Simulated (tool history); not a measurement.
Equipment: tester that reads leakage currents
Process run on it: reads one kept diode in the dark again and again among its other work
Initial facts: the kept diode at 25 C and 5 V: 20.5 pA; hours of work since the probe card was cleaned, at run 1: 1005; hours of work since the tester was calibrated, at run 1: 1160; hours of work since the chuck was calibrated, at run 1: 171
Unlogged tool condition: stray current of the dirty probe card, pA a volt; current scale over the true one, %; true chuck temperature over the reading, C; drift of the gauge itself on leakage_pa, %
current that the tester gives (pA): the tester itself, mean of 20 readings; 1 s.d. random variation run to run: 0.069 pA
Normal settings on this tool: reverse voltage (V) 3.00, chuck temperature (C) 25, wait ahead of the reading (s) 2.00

run,hour,reverse voltage (V),chuck temperature (C),wait ahead of the reading (s),hours of work since the probe card was cleaned,hours of work since the tester was calibrated,hours of work since the chuck was calibrated,current that the tester gives (pA)
1,0.0,3.00,25,2.00,1005,1160,171,16.16
2,72.4,3.00,25,2.00,1055,1211,222,16.32
3,106.4,3.00,25,5.20,1079,1234,246,16.17
4,170.0,3.00,25,5.20,1123,1279,290,16.26
5,212.7,3.00,25,2.00,1153,1309,320,16.34
6,244.1,3.00,25,2.00,1175,1330,341,16.37
7,288.3,3.00,25,1.46,1205,1361,372,16.52
8,344.1,3.00,25,0.70,1244,1400,411,16.98
9,395.1,3.00,25,0.70,1280,1436,447,17.07
10,467.4,1.71,25,2.00,1330,1486,497,12.19
11,545.2,3.00,40,2.00,1384,1540,551,60.67
12,593.0,3.00,40,2.00,1418,1573,585,60.54
13,668.0,3.00,40,2.00,1470,1626,637,60.67
14,707.0,3.00,40,2.00,1497,1653,664,60.97
15,761.8,3.00,25,2.00,1535,1691,702,16.89
16,811.7,3.00,25,2.00,1570,1726,737,16.69
17,855.7,3.00,25,2.00,1601,1756,768,16.84
18,888.0,3.00,25,2.00,1623,1779,790,16.87
19,927.4,5.31,25,2.00,1651,1806,817,23.14
20,970.4,5.31,26,2.00,1681,1836,847,25.34
21,1046.0,2.96,25,0.33,1733,1889,900,18.05
22,1121.1,2.96,29,5.11,1786,1941,952,23.74
23,1165.9,2.96,29,5.11,1817,1973,984,23.64
24,1226.7,2.96,29,5.11,1859,2015,1026,23.82
25,1286.5,2.96,29,5.11,1901,2057,1068,23.73
26,1339.6,17.20,24,0.66,1938,2094,1105,46.16
27,1371.5,1.75,38,5.75,1960,2116,1127,38.85

Run 28 comes next. What will it give?
28,1402.8,2.07,55,0.62,1982,2138,1149,?

current that the tester gives (pA): 166.78
Minus the tool's unlogged condition, the same run would have read current that the tester gives (pA) 163.90.
